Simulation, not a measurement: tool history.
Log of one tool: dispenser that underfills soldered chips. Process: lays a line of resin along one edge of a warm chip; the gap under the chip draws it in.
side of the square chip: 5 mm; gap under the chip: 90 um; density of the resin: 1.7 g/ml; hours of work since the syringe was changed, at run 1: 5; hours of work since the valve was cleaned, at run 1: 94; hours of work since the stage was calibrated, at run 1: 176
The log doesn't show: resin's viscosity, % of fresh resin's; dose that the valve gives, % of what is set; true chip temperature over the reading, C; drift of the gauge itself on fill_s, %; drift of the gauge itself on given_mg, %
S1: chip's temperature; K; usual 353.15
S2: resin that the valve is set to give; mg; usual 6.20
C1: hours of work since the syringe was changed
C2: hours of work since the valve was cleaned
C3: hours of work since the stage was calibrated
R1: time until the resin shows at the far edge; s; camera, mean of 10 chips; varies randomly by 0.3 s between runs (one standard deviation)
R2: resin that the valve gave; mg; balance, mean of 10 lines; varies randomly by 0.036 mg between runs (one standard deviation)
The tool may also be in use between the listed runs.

| run | hour | S1 | S2 | C1 | C2 | C3 | R1 | R2 |
|---|---|---|---|---|---|---|---|---|
| 1 | 0.0 | 353.15 | 6.20 | 5 | 94 | 176 | 6.7 | 5.94 |
| 2 | 6.8 | 353.15 | 6.20 | 10 | 99 | 181 | 9.8 | 6.01 |
|  | 8.0 | new syringe of resin |
| 3 | 14.4 | 353.15 | 6.20 | 5 | 105 | 187 | 7.1 | 5.91 |
| 4 | 20.6 | 353.15 | 6.20 | 10 | 110 | 191 | 9.8 | 5.98 |
|  | 22.2 | new syringe of resin |
| 5 | 24.2 | 353.15 | 6.20 | 1 | 112 | 194 | 5.3 | 5.87 |
| 6 | 29.5 | 353.15 | 6.20 | 6 | 117 | 198 | 7.4 | 5.98 |
|  | 31.7 | dispensing valve cleaned and set on the balance |
| 7 | 35.3 | 353.15 | 5.68 | 9 | 3 | 202 | 9.6 | 5.70 |
|  | 37.7 | new syringe of resin |
| 8 | 41.8 | 353.15 | 5.68 | 3 | 8 | 207 | 6.3 | 5.59 |
| 9 | 47.9 | 365.15 | 6.20 | 8 | 12 | 211 | 5.6 | 6.21 |
|  | 52.1 | new syringe of resin |
| 10 | 52.8 | 365.15 | 6.20 | 1 | 16 | 215 | 3.8 | 6.18 |
| 11 | 56.6 | 355.15 | 6.20 | 3 | 19 | 218 | 5.7 | 6.18 |
| 12 | 62.1 | 353.15 | 6.32 | 8 | 23 | 222 | 8.3 | 6.22 |
|  | 66.3 | new syringe of resin |
| 13 | 66.3 | 353.15 | 6.32 | 0 | 26 | 225 | 4.8 | 6.20 |
| 14 | 71.1 | 353.15 | 6.32 | 4 | 30 | 229 | 6.3 | 6.32 |
| 15 | 76.7 | 353.15 | 6.32 | 8 | 34 | 233 | 8.4 | 6.29 |
|  | 80.3 | new syringe of resin |
| 16 | 82.9 | 353.15 | 6.32 | 2 | 39 | 238 | 5.9 | 6.20 |
| 17 | 89.5 | 360.15 | 6.32 | 7 | 44 | 243 | 6.4 | 6.18 |
|  | 94.7 | new syringe of resin |
| 18 | 94.9 | 353.15 | 6.20 | 0 | 48 | 247 | 4.9 | 6.03 |
| 19 | 99.7 | 353.15 | 6.07 | 4 | 51 | 250 | 6.4 | 5.93 |
| 20 | 104.2 | 353.15 | 5.82 | 7 | 55 | 254 | 8.2 | 5.75 |
|  | 108.9 | new syringe of resin |
| 21 | 109.5 | 348.15 | 5.82 | 0 | 59 | 258 | 5.6 | 5.74 |
| 22 | 112.7 | 353.15 | 7.15 | 3 | 61 | 260 | 5.5 | 7.04 |
| 23 | 117.4 | 353.15 | 6.37 | 7 | 65 | 264 | 8.2 | 6.21 |
| 24 | 121.0 | 345.15 | 7.63 | 9 | 67 | 266 | 11.6 | 7.50 |
|  | 123.1 | new syringe of resin |
| 25 | 126.0 | 358.15 | 7.85 | 2 | 71 | 270 | 5.2 | 7.68 |
| 26 | 130.4 | 356.15 | 6.81 | 6 | 74 | 273 | 6.8 | 6.69 |
| 27 | 135.2 | 350.15 | 6.19 | 9 | 78 | 277 | 10.2 | 6.05 |
|  | 137.3 | new syringe of resin |
| 28 | 142.8 | 350.15 | 6.19 | 4 | 84 | 283 | 7.3 | 6.04 |
| 29 | 149.5 | 363.15 | 6.76 | 9 | 89 | 288 | 6.7 | 6.63 |
|  | 151.6 | new syringe of resin |
| 30 | 156.1 | 363.15 | 6.24 | 3 | 94 | 293 | 4.8 | 5.97 |
| 31 | 163.6 | 354.15 | 5.69 | 9 | 99 | 298 | 9.9 | 5.56 |
|  | 165.7 | new syringe of resin |
| 32 | 170.3 | 367.15 | 5.84 | 3 | 104 | 303 | 4.4 | 5.64 |
| 33 | 175.3 | 367.15 | 5.84 | 7 | 108 | 307 | 5.3 | 5.61 |
| 34 | 179.0 | 356.15 | 6.29 | 10 | 111 | 310 | 9.9 | 5.96 |
|  | 180.0 | new syringe of resin |
| 35 | 186.2 | 356.15 | 7.60 | 5 | 116 | 315 | 6.3 | 7.33 |
|  | 188.4 | dispensing valve cleaned and set on the balance |
| 36 | 190.8 | 360.15 | 5.40 | 8 | 2 | 318 | 6.7 | 5.33 |

Here are 3 independent what-if runs from the current tool condition. What would each one return?
|  | 195.2 | new syringe of resin |
| A | 197.4 | 343.15 | 7.47 | 2 | 7 | 323 | ? | ? |
|  | 195.2 | new syringe of resin |
| B | 197.4 | 353.15 | 7.06 | 2 | 7 | 323 | ? | ? |
|  | 195.2 | new syringe of resin |
| C | 197.4 | 368.15 | 6.20 | 2 | 7 | 323 | ? | ? |

| run | R1 | R2 |
|---|---|---|
| A | 7.4 | 7.42 |
| B | 5.1 | 6.97 |
| C | 3.5 | 6.20 |
Stripped of hidden state, with their random variation kept, the same runs would have yielded:
| run | R1 | R2 |
|---|---|---|
| A | 6.4 | 7.44 |
| B | 4.3 | 6.99 |
| C | 3.0 | 6.21 |
